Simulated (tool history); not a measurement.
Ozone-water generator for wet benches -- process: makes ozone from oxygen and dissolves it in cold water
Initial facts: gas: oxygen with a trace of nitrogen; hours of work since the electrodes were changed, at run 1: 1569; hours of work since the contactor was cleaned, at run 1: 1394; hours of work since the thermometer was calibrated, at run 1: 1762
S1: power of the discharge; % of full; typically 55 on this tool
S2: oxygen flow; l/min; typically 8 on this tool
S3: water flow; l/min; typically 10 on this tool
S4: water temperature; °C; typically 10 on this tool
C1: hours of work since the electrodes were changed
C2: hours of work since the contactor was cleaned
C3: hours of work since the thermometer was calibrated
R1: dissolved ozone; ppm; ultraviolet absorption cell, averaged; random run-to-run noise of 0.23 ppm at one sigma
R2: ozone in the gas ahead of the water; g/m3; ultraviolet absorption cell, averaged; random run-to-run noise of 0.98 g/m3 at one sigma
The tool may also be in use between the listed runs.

{"run": 1, "hour": 0.0, "S1": 55, "S2": 8, "S3": 10, "S4": 10, "C1": 1569, "C2": 1394, "C3": 1762, "R1": 34.9, "R2": 167.4}
{"run": 2, "hour": 43.5, "S1": 55, "S2": 8, "S3": 10, "S4": 10, "C1": 1599, "C2": 1424, "C3": 1792, "R1": 34.7, "R2": 165.3}
{"run": 3, "hour": 97.3, "S1": 55, "S2": 8, "S3": 10, "S4": 10, "C1": 1637, "C2": 1461, "C3": 1830, "R1": 35, "R2": 166.8}
{"run": 4, "hour": 131.5, "S1": 55, "S2": 8, "S3": 10, "S4": 10, "C1": 1660, "C2": 1485, "C3": 1854, "R1": 34.6, "R2": 168.9}
{"run": 5, "hour": 184.1, "S1": 55, "S2": 8, "S3": 10, "S4": 10, "C1": 1697, "C2": 1522, "C3": 1890, "R1": 35.2, "R2": 166.2}
{"run": 6, "hour": 214.8, "S1": 55, "S2": 8, "S3": 6, "S4": 10, "C1": 1718, "C2": 1543, "C3": 1912, "R1": 44, "R2": 165.6}
{"run": 7, "hour": 240.0, "S1": 55, "S2": 8, "S3": 6, "S4": 10, "C1": 1736, "C2": 1561, "C3": 1929, "R1": 44.2, "R2": 168.7}
{"run": 8, "hour": 272.9, "S1": 55, "S2": 8, "S3": 6, "S4": 10, "C1": 1759, "C2": 1584, "C3": 1952, "R1": 43.9, "R2": 166.1}
{"run": 9, "hour": 322.7, "S1": 55, "S2": 8, "S3": 11, "S4": 10, "C1": 1794, "C2": 1619, "C3": 1987, "R1": 33.3, "R2": 167.6}
{"run": 10, "hour": 352.6, "S1": 55, "S2": 8, "S3": 11, "S4": 10, "C1": 1814, "C2": 1639, "C3": 2008, "R1": 32.9, "R2": 166.7}
{"run": 11, "hour": 400.3, "S1": 55, "S2": 8, "S3": 11, "S4": 10, "C1": 1848, "C2": 1673, "C3": 2041, "R1": 33.7, "R2": 166.6}
{"run": 12, "hour": 432.8, "S1": 55, "S2": 4.89, "S3": 10, "S4": 10, "C1": 1870, "C2": 1695, "C3": 2064, "R1": 36.4, "R2": 212.9}
{"run": 13, "hour": 484.0, "S1": 55, "S2": 4.89, "S3": 10, "S4": 10, "C1": 1906, "C2": 1731, "C3": 2100, "R1": 36.7, "R2": 211.6}
{"run": 14, "hour": 513.3, "S1": 55, "S2": 4.89, "S3": 10, "S4": 10, "C1": 1927, "C2": 1751, "C3": 2120, "R1": 37.1, "R2": 212.9}
{"run": 15, "hour": 539.7, "S1": 55, "S2": 4.89, "S3": 10, "S4": 10, "C1": 1945, "C2": 1770, "C3": 2138, "R1": 37.1, "R2": 212.1}
{"run": 16, "hour": 577.3, "S1": 55, "S2": 8, "S3": 14, "S4": 10, "C1": 1971, "C2": 1796, "C3": 2165, "R1": 28.7, "R2": 165.2}
{"run": 17, "hour": 604.3, "S1": 55, "S2": 8, "S3": 14, "S4": 10, "C1": 1990, "C2": 1815, "C3": 2183, "R1": 28.8, "R2": 164.9}
{"run": 18, "hour": 626.7, "S1": 55, "S2": 8, "S3": 12, "S4": 5, "C1": 2006, "C2": 1831, "C3": 2199, "R1": 35, "R2": 165.1}
{"run": 19, "hour": 679.2, "S1": 42, "S2": 4.94, "S3": 14, "S4": 6, "C1": 2042, "C2": 1867, "C3": 2236, "R1": 25.3, "R2": 170.4}
{"run": 20, "hour": 707.2, "S1": 42, "S2": 4.94, "S3": 14, "S4": 6, "C1": 2062, "C2": 1887, "C3": 2255, "R1": 24.8, "R2": 170.6}
{"run": 21, "hour": 762.4, "S1": 42, "S2": 4.94, "S3": 14, "S4": 6, "C1": 2100, "C2": 1925, "C3": 2294, "R1": 25.5, "R2": 170.8}
{"run": 22, "hour": 804.2, "S1": 42, "S2": 11.82, "S3": 16, "S4": 6, "C1": 2129, "C2": 1954, "C3": 2323, "R1": 22.6, "R2": 110.9}
{"run": 23, "hour": 853.1, "S1": 75, "S2": 7.48, "S3": 6, "S4": 14, "C1": 2163, "C2": 1988, "C3": 2357, "R1": 52.3, "R2": 217.7}
{"run": 24, "hour": 889.5, "S1": 75, "S2": 7.48, "S3": 6, "S4": 14, "C1": 2189, "C2": 2014, "C3": 2382, "R1": 51.9, "R2": 219}
{"run": 25, "hour": 923.0, "S1": 55, "S2": 6.24, "S3": 10, "S4": 10, "C1": 2212, "C2": 2037, "C3": 2406, "R1": 36.1, "R2": 187.2}
{"run": 26, "hour": 977.1, "S1": 71, "S2": 8.1, "S3": 10, "S4": 10, "C1": 2250, "C2": 2075, "C3": 2443, "R1": 42.7, "R2": 200.8}
{"run": 27, "hour": 1025.4, "S1": 72, "S2": 8.77, "S3": 12, "S4": 10, "C1": 2284, "C2": 2108, "C3": 2477, "R1": 38.8, "R2": 192.3}
{"run": 28, "hour": 1071.7, "S1": 72, "S2": 5.16, "S3": 12, "S4": 10, "C1": 2316, "C2": 2141, "C3": 2509, "R1": 40.6, "R2": 251.6}
{"run": 29, "hour": 1109.6, "S1": 64, "S2": 8, "S3": 10, "S4": 11, "C1": 2342, "C2": 2167, "C3": 2536, "R1": 39.3, "R2": 182.2}
{"run": 30, "hour": 1138.3, "S1": 55, "S2": 9.94, "S3": 10, "S4": 10, "C1": 2362, "C2": 2187, "C3": 2556, "R1": 34, "R2": 147.2}
{"run": 31, "hour": 1181.6, "S1": 42, "S2": 4.18, "S3": 10, "S4": 6, "C1": 2393, "C2": 2217, "C3": 2586, "R1": 31.6, "R2": 183.9}

How would selected steps in R2 from run to run divide? Give the signed amount a tool lacking its hidden state would still show from settings, what came in and random variation, and the signed amount left for the hidden state, including any gauge scatter that is not in both of the compared results.
What the log doesn't record here: yield of the discharge, % of new electrodes'; contactor's efficiency, % of a clean one's; true water temperature over the reading, C; drift of the gauge itself on ozone_ppm, %; drift of the gauge itself on gas_g_m3, %.
Run 21 -> 22: S2 4.94 -> 11.82, S3 14 -> 16. R2 -59.9 g/m3: hidden state +0.9, all else -60.8.
Run 22 -> 23: S1 42 -> 75, S2 11.82 -> 7.48, S3 16 -> 6, S4 6 -> 14. R2 +106.8 g/m3: hidden state -2.2, all else +109.
Run 27 -> 28: S2 8.77 -> 5.16. R2 +59.3 g/m3: hidden state -1.7, all else +61.
Run 28 -> 29: S1 72 -> 64, S2 5.16 -> 8, S3 12 -> 10, S4 10 -> 11. R2 -69.4 g/m3: hidden state +1.6, all else -71.

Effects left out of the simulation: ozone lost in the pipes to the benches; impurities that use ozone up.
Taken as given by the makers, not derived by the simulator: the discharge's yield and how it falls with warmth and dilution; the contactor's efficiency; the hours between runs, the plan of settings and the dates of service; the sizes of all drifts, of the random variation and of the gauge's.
